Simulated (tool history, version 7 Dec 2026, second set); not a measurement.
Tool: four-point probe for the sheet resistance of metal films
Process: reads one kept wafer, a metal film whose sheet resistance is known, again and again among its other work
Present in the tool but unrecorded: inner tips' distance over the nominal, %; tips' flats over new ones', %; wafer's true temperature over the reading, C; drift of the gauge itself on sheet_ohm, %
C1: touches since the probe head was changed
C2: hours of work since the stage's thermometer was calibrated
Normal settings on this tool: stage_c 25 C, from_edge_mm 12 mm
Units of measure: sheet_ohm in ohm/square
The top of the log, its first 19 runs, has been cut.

Run 20, day 20.375: usual settings but from_edge_mm 13 mm; C1 76615; C2 56. Result: sheet_ohm 21.974862 ohm/square.
Run 21, day 21.362: usual settings but stage_c 22 C, from_edge_mm 5 mm; C1 77794; C2 72. Result: sheet_ohm 22.225938 ohm/square.
Run 22, day 22.508: usual settings but stage_c 22 C, from_edge_mm 24 mm; C1 79164; C2 90. Result: sheet_ohm 22.043497 ohm/square.
Run 23, day 23.546: usual settings but stage_c 22 C, from_edge_mm 56 mm; C1 80406; C2 107. Result: sheet_ohm 22.035563 ohm/square.
Run 24, day 24.671: usual settings but stage_c 22 C, from_edge_mm 40 mm; C1 81752; C2 125. Result: sheet_ohm 22.035999 ohm/square.
Run 25, day 25.358: usual settings but stage_c 22 C, from_edge_mm 40 mm; C1 82572; C2 136. Result: sheet_ohm 22.042871 ohm/square.
At day 25.912: stage's thermometer calibrated, once more.
Run 26, day 26.912: usual settings but stage_c 22 C, from_edge_mm 40 mm; C1 84406; C2 16. Result: sheet_ohm 22.046671 ohm/square.
Run 27, day 27.712: usual settings but stage_c 24 C, from_edge_mm 10 mm; C1 85361; C2 29. Result: sheet_ohm 22.024784 ohm/square.
Run 28, day 29.233: usual settings but stage_c 24 C, from_edge_mm 10 mm; C1 87179; C2 53. Result: sheet_ohm 22.023588 ohm/square.
Run 29, day 30.067: usual settings but stage_c 24 C, from_edge_mm 10 mm; C1 88177; C2 67. Result: sheet_ohm 22.021039 ohm/square.
Run 30, day 31.429: usual settings but stage_c 32 C, from_edge_mm 8 mm; C1 89808; C2 88. Result: sheet_ohm 21.810177 ohm/square.
Run 31, day 32.546: usual settings but stage_c 30 C, from_edge_mm 8 mm; C1 91142; C2 106. Result: sheet_ohm 21.862722 ohm/square.
Run 32, day 33.933: usual settings but stage_c 20 C, from_edge_mm 6 mm; C1 92799; C2 129. Result: sheet_ohm 22.233719 ohm/square.
Run 33, day 35.404: usual settings but stage_c 22 C, from_edge_mm 38 mm; C1 94560; C2 152. Result: sheet_ohm 22.030565 ohm/square.
Run 34, day 36.083: usual settings but stage_c 22 C, from_edge_mm 38 mm; C1 95373; C2 163. Result: sheet_ohm 22.041545 ohm/square.
Run 35, day 37.362: usual settings but stage_c 22 C, from_edge_mm 38 mm; C1 96899; C2 184. Result: sheet_ohm 22.026485 ohm/square.

3 options for the next run, each taken on its own from the tool as it stands now. Forecast them:
Run A, day 38.067: usual settings but stage_c 23 C; C1 97745; C2 195. Result: sheet_ohm ?.
Run B, day 38.067: usual settings but stage_c 19 C, from_edge_mm 38 mm; C1 97745; C2 195. Result: sheet_ohm ?.
Run C, day 38.067: usual settings but from_edge_mm 11 mm; C1 97745; C2 195. Result: sheet_ohm ?.

run  sheet_ohm
  A  22.031397
  B  22.123678
  C  21.980886
The same runs, with their run-to-run variation unchanged, on a tool lacking any hidden condition would have given:
run  sheet_ohm
  A  22.117756
  B  22.210352
  C  22.067072
